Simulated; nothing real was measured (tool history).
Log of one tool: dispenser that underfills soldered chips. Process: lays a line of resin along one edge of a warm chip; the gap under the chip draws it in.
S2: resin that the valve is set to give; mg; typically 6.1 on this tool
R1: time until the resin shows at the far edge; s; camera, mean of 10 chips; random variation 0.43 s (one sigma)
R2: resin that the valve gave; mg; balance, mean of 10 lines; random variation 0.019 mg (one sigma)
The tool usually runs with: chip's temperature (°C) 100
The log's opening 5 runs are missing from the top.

{"day": 1.746, "done": "new syringe of resin"}
{"run": 6, "day": 1.858, "chip's temperature (°C)": 100, "S2": 6.1, "R1": 36.8, "R2": 5.84}
{"day": 2.271, "done": "new syringe of resin"}
{"run": 7, "day": 2.271, "chip's temperature (°C)": 100, "S2": 6.1, "R1": 33.8, "R2": 5.82}
{"run": 8, "day": 2.708, "chip's temperature (°C)": 100, "S2": 6.1, "R1": 44.7, "R2": 5.82}
{"day": 2.812, "done": "new syringe of resin"}
{"run": 9, "day": 3.033, "chip's temperature (°C)": 100, "S2": 6.1, "R1": 39, "R2": 5.76}
{"day": 3.346, "done": "new syringe of resin"}
{"run": 10, "day": 3.412, "chip's temperature (°C)": 100, "S2": 6.1, "R1": 35.5, "R2": 5.78}
{"day": 3.633, "done": "dispensing valve cleaned and set on the balance"}
{"day": 3.912, "done": "new syringe of resin"}
{"run": 11, "day": 3.917, "chip's temperature (°C)": 100, "S2": 6.1, "R1": 33.9, "R2": 6.07}
{"run": 12, "day": 4.2, "chip's temperature (°C)": 100, "S2": 6.09, "R1": 40.5, "R2": 6.06}
{"day": 4.438, "done": "new syringe of resin"}
{"run": 13, "day": 4.562, "chip's temperature (°C)": 100, "S2": 6.09, "R1": 36.4, "R2": 6.01}
{"run": 14, "day": 4.758, "chip's temperature (°C)": 100, "S2": 5.3, "R1": 41.5, "R2": 5.22}
{"day": 4.992, "done": "new syringe of resin"}
{"day": 5.188, "done": "stage's temperature calibrated"}
{"run": 15, "day": 5.233, "chip's temperature (°C)": 100, "S2": 5.3, "R1": 35.9, "R2": 5.2}
{"run": 16, "day": 5.429, "chip's temperature (°C)": 100, "S2": 5.3, "R1": 40.3, "R2": 5.23}
{"day": 5.567, "done": "new syringe of resin"}
{"run": 17, "day": 5.696, "chip's temperature (°C)": 100, "S2": 6.1, "R1": 33.2, "R2": 5.96}
{"run": 18, "day": 6.058, "chip's temperature (°C)": 100, "S2": 6.1, "R1": 42, "R2": 5.97}
{"day": 6.108, "done": "new syringe of resin"}
{"run": 19, "day": 6.396, "chip's temperature (°C)": 97, "S2": 5.71, "R1": 41.4, "R2": 5.62}
{"day": 6.654, "done": "new syringe of resin"}
{"run": 20, "day": 6.858, "chip's temperature (°C)": 113, "S2": 6.56, "R1": 23.4, "R2": 6.42}

Run 21, settings as shown, results not yet in. Your forecast:
{"day": 7.192, "done": "new syringe of resin"}
{"run": 21, "day": 7.238, "chip's temperature (°C)": 113, "S2": 6.56, "R1": "?", "R2": "?"}

{"run 21": {"R1": 22.6, "R2": 6.38}}
Without the tool's hidden state the same run would have given R1 21.7 s, R2 6.56 mg.
